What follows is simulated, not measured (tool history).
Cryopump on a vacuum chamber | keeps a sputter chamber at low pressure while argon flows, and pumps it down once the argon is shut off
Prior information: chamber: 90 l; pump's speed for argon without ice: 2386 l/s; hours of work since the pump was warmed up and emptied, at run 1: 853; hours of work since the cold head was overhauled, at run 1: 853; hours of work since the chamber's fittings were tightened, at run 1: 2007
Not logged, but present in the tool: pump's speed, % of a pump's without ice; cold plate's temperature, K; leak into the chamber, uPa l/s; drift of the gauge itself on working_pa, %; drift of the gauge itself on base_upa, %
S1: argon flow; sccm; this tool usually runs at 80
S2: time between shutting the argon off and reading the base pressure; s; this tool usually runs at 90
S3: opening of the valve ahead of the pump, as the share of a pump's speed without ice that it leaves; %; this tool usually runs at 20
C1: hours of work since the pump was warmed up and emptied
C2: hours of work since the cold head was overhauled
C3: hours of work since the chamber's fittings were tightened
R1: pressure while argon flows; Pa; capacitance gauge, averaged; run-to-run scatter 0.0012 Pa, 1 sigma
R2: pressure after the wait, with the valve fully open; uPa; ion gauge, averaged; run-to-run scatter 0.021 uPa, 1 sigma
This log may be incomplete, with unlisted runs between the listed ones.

run 1 hour=0.0 | S1=80 S2=90 S3=20 | C1=853 C2=853 C3=2007 | R1=0.3032 R2=0.95
run 2 hour=32.1 | S1=80 S2=85 S3=20 | C1=879 C2=879 C3=2033 | R1=0.3054 R2=1.01
-- hour=62.2 pump warmed up, emptied and cooled again
run 3 hour=69.1 | S1=80 S2=90 S3=20 | C1=6 C2=906 C3=2059 | R1=0.2856 R2=0.78
run 4 hour=124.3 | S1=80 S2=90 S3=20 | C1=51 C2=951 C3=2104 | R1=0.2823 R2=0.87
run 5 hour=186.1 | S1=80 S2=86 S3=20 | C1=101 C2=1001 C3=2155 | R1=0.2871 R2=0.84
run 6 hour=229.6 | S1=80 S2=86 S3=20 | C1=137 C2=1037 C3=2190 | R1=0.2885 R2=0.84
run 7 hour=272.1 | S1=80 S2=86 S3=58 | C1=171 C2=1071 C3=2225 | R1=0.1010 R2=0.85
run 8 hour=322.0 | S1=80 S2=86 S3=58 | C1=212 C2=1112 C3=2266 | R1=0.1026 R2=0.85
run 9 hour=376.5 | S1=80 S2=90 S3=20 | C1=257 C2=1157 C3=2310 | R1=0.2898 R2=0.89
run 10 hour=406.1 | S1=80 S2=90 S3=20 | C1=281 C2=1181 C3=2334 | R1=0.2892 R2=0.87
run 11 hour=441.4 | S1=80 S2=51 S3=20 | C1=310 C2=1210 C3=2363 | R1=0.2925 R2=1.20
run 12 hour=490.1 | S1=80 S2=51 S3=20 | C1=349 C2=1249 C3=2403 | R1=0.2900 R2=1.26
run 13 hour=517.9 | S1=80 S2=51 S3=20 | C1=372 C2=1272 C3=2426 | R1=0.2928 R2=1.20
run 14 hour=572.9 | S1=80 S2=51 S3=24 | C1=417 C2=1317 C3=2470 | R1=0.2456 R2=1.24
run 15 hour=628.2 | S1=80 S2=90 S3=19 | C1=462 C2=1362 C3=2516 | R1=0.3084 R2=0.95
run 16 hour=654.4 | S1=80 S2=90 S3=56 | C1=483 C2=1383 C3=2537 | R1=0.1115 R2=0.95
run 17 hour=697.2 | S1=34 S2=90 S3=20 | C1=518 C2=1418 C3=2572 | R1=0.1250 R2=0.94
run 18 hour=743.9 | S1=34 S2=90 S3=20 | C1=556 C2=1456 C3=2610 | R1=0.1256 R2=0.99
run 19 hour=789.5 | S1=66 S2=21 S3=34 | C1=594 C2=1494 C3=2647 | R1=0.1503 R2=2.29
run 20 hour=819.4 | S1=129 S2=58 S3=20 | C1=618 C2=1518 C3=2672 | R1=0.4817 R2=1.18
run 21 hour=877.1 | S1=129 S2=58 S3=20 | C1=665 C2=1565 C3=2719 | R1=0.4849 R2=1.24
run 22 hour=906.0 | S1=129 S2=58 S3=20 | C1=689 C2=1589 C3=2742 | R1=0.4856 R2=1.23
run 23 hour=939.1 | S1=129 S2=58 S3=20 | C1=716 C2=1616 C3=2769 | R1=0.4864 R2=1.25
run 24 hour=999.2 | S1=129 S2=58 S3=20 | C1=765 C2=1665 C3=2818 | R1=0.4902 R2=1.32
run 25 hour=1032.8 | S1=88 S2=58 S3=25 | C1=792 C2=1692 C3=2846 | R1=0.2733 R2=1.27
run 26 hour=1090.4 | S1=88 S2=58 S3=25 | C1=839 C2=1739 C3=2893 | R1=0.2747 R2=1.36
run 27 hour=1128.8 | S1=88 S2=58 S3=25 | C1=871 C2=1771 C3=2924 | R1=0.2769 R2=1.32
run 28 hour=1158.7 | S1=35 S2=139 S3=25 | C1=895 C2=1795 C3=2949 | R1=0.1102 R2=0.99
-- hour=1167.1 pump warmed up, emptied and cooled again
run 29 hour=1222.8 | S1=35 S2=139 S3=25 | C1=45 C2=1843 C3=2997 | R1=0.1005 R2=0.83
run 30 hour=1277.7 | S1=32 S2=95 S3=17 | C1=90 C2=1888 C3=3042 | R1=0.1339 R2=0.94
-- hour=1333.0 leaking fittings of the chamber tightened, without venting
run 31 hour=1336.9 | S1=71 S2=144 S3=20 | C1=137 C2=1935 C3=3 | R1=0.2544 R2=0.38
run 32 hour=1362.5 | S1=71 S2=61 S3=48 | C1=158 C2=1956 C3=24 | R1=0.1075 R2=0.74
run 33 hour=1400.4 | S1=71 S2=61 S3=48 | C1=189 C2=1987 C3=55 | R1=0.1084 R2=0.74

Same runs, no hidden state in the tool, same run-to-run variation:
run=1 R1=0.2830 R2=0.54
run=2 R1=0.2841 R2=0.57
run=3 R1=0.2850 R2=0.50
run=4 R1=0.2808 R2=0.56
run=5 R1=0.2846 R2=0.53
run=6 R1=0.2853 R2=0.52
run=7 R1=0.0971 R2=0.52
run=8 R1=0.0978 R2=0.50
run=9 R1=0.2841 R2=0.52
run=10 R1=0.2830 R2=0.50
run=11 R1=0.2855 R2=0.82
run=12 R1=0.2822 R2=0.86
run=13 R1=0.2844 R2=0.80
run=14 R1=0.2362 R2=0.83
run=15 R1=0.2977 R2=0.52
run=16 R1=0.1003 R2=0.51
run=17 R1=0.1198 R2=0.49
run=18 R1=0.1200 R2=0.53
run=19 R1=0.1385 R2=1.80
run=20 R1=0.4575 R2=0.70
run=21 R1=0.4584 R2=0.72
run=22 R1=0.4579 R2=0.71
run=23 R1=0.4574 R2=0.71
run=24 R1=0.4586 R2=0.75
run=25 R1=0.2505 R2=0.70
run=26 R1=0.2502 R2=0.74
run=27 R1=0.2509 R2=0.72
run=28 R1=0.0995 R2=0.37
run=29 R1=0.0998 R2=0.40
run=30 R1=0.1330 R2=0.50
run=31 R1=0.2514 R2=0.37
run=32 R1=0.1042 R2=0.72
run=33 R1=0.1045 R2=0.72
